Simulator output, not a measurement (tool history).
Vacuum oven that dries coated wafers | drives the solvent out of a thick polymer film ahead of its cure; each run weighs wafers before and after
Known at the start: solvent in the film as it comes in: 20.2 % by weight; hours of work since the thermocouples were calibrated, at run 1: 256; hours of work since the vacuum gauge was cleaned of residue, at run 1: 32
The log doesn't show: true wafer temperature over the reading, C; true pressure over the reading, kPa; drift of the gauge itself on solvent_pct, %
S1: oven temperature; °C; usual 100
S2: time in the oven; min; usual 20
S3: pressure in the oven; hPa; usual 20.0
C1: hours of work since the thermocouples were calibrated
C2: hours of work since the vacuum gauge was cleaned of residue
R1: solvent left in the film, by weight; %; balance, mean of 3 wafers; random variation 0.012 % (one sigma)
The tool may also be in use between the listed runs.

run 1 hour=0.0 | S1=100 S2=20 S3=20.0 | C1=256 C2=32 | R1=3.39
run 2 hour=105.5 | S1=100 S2=15 S3=20.0 | C1=338 C2=114 | R1=4.84
run 3 hour=156.0 | S1=100 S2=15 S3=14.3 | C1=377 C2=154 | R1=4.68
run 4 hour=248.2 | S1=100 S2=15 S3=13.1 | C1=449 C2=225 | R1=4.61
run 5 hour=332.0 | S1=100 S2=15 S3=13.1 | C1=514 C2=291 | R1=4.61
run 6 hour=406.1 | S1=100 S2=15 S3=13.1 | C1=572 C2=348 | R1=4.59
run 7 hour=493.0 | S1=100 S2=18 S3=13.1 | C1=640 C2=416 | R1=3.62
run 8 hour=554.8 | S1=100 S2=18 S3=13.1 | C1=688 C2=464 | R1=3.60
run 9 hour=637.0 | S1=100 S2=35 S3=13.1 | C1=752 C2=528 | R1=1.16
run 10 hour=717.3 | S1=100 S2=35 S3=13.1 | C1=814 C2=591 | R1=1.17
run 11 hour=808.8 | S1=100 S2=35 S3=13.1 | C1=885 C2=662 | R1=1.17
-- hour=879.8 oven's thermocouples calibrated
run 12 hour=903.1 | S1=100 S2=35 S3=13.1 | C1=18 C2=734 | R1=1.33
run 13 hour=995.8 | S1=100 S2=35 S3=13.1 | C1=90 C2=806 | R1=1.36
run 14 hour=1039.4 | S1=100 S2=20 S3=10.2 | C1=124 C2=840 | R1=3.29
run 15 hour=1114.4 | S1=100 S2=20 S3=10.2 | C1=183 C2=898 | R1=3.25
run 16 hour=1221.9 | S1=100 S2=20 S3=20.0 | C1=266 C2=982 | R1=3.55
run 17 hour=1329.4 | S1=100 S2=20 S3=20.0 | C1=350 C2=1065 | R1=3.51
-- hour=1423.2 vacuum gauge cleaned of residue and calibrated
run 18 hour=1433.0 | S1=100 S2=20 S3=20.0 | C1=429 C2=8 | R1=3.41
run 19 hour=1498.9 | S1=111 S2=20 S3=20.0 | C1=481 C2=59 | R1=1.15
run 20 hour=1595.4 | S1=111 S2=20 S3=20.0 | C1=556 C2=134 | R1=1.14
run 21 hour=1681.9 | S1=111 S2=20 S3=20.0 | C1=623 C2=201 | R1=1.14
run 22 hour=1755.6 | S1=111 S2=12 S3=14.9 | C1=680 C2=259 | R1=2.71
run 23 hour=1819.0 | S1=111 S2=12 S3=14.9 | C1=730 C2=308 | R1=2.68
run 24 hour=1909.2 | S1=94 S2=21 S3=15.1 | C1=800 C2=378 | R1=4.75
run 25 hour=1979.6 | S1=94 S2=15 S3=44.0 | C1=855 C2=433 | R1=7.57
run 26 hour=2059.1 | S1=111 S2=23 S3=20.0 | C1=917 C2=495 | R1=0.89
-- hour=2092.4 oven's thermocouples calibrated
run 27 hour=2158.1 | S1=111 S2=23 S3=20.0 | C1=51 C2=570 | R1=0.96
run 28 hour=2216.0 | S1=111 S2=23 S3=20.0 | C1=96 C2=615 | R1=0.96
run 29 hour=2277.5 | S1=99 S2=13 S3=62.3 | C1=144 C2=663 | R1=7.27
run 30 hour=2371.4 | S1=108 S2=19 S3=20.6 | C1=217 C2=736 | R1=1.81
run 31 hour=2439.3 | S1=92 S2=10 S3=17.2 | C1=270 C2=789 | R1=9.80
run 32 hour=2513.0 | S1=92 S2=10 S3=17.2 | C1=327 C2=847 | R1=9.77
run 33 hour=2561.8 | S1=92 S2=10 S3=17.2 | C1=365 C2=885 | R1=9.78
run 34 hour=2655.3 | S1=90 S2=20 S3=11.5 | C1=438 C2=957 | R1=6.39
run 35 hour=2761.6 | S1=108 S2=34 S3=73.0 | C1=521 C2=1040 | R1=2.22
run 36 hour=2860.8 | S1=109 S2=18 S3=73.0 | C1=598 C2=1117 | R1=3.07
-- hour=2884.4 vacuum gauge cleaned of residue and calibrated
run 37 hour=2938.7 | S1=109 S2=27 S3=73.0 | C1=657 C2=42 | R1=2.20
run 38 hour=3021.7 | S1=109 S2=20 S3=18.9 | C1=722 C2=107 | R1=1.33
run 39 hour=3087.8 | S1=106 S2=36 S3=15.1 | C1=774 C2=158 | R1=0.63
run 40 hour=3183.9 | S1=100 S2=11 S3=20.0 | C1=848 C2=233 | R1=6.45
run 41 hour=3266.7 | S1=100 S2=11 S3=20.0 | C1=913 C2=298 | R1=6.43
-- hour=3302.6 oven's thermocouples calibrated
run 42 hour=3354.8 | S1=114 S2=28 S3=31.9 | C1=41 C2=365 | R1=0.83

Hidden state or all else? Some run-to-run changes of R1, split into what the settings, what came in and random variation would give without the hidden state, and what is left for the hidden state (with any gauge scatter that isn't in both results):
Run 11 -> 12: oven's thermocouples calibrated. R1 +0.16 %: hidden state +0.18, all else -0.02.
Run 25 -> 26: S1 94 -> 111, S2 15 -> 23, S3 44.0 -> 20.0. R1 -6.68 %: hidden state +0.14, all else -6.82.
Run 28 -> 29: S1 111 -> 99, S2 23 -> 13, S3 20.0 -> 62.3. R1 +6.31 %: hidden state -0.02, all else +6.33.
Run 30 -> 31: S1 108 -> 92, S2 19 -> 10, S3 20.6 -> 17.2. R1 +7.99 %: hidden state -0.03, all else +8.02.
Run 39 -> 40: S1 106 -> 100, S2 36 -> 11, S3 15.1 -> 20.0. R1 +5.82 %: hidden state -0.23, all else +6.05.
Run 41 -> 42: S1 100 -> 114, S2 11 -> 28, S3 20.0 -> 31.9, oven's thermocouples calibrated. R1 -5.60 %: hidden state +0.29, all else -5.89.

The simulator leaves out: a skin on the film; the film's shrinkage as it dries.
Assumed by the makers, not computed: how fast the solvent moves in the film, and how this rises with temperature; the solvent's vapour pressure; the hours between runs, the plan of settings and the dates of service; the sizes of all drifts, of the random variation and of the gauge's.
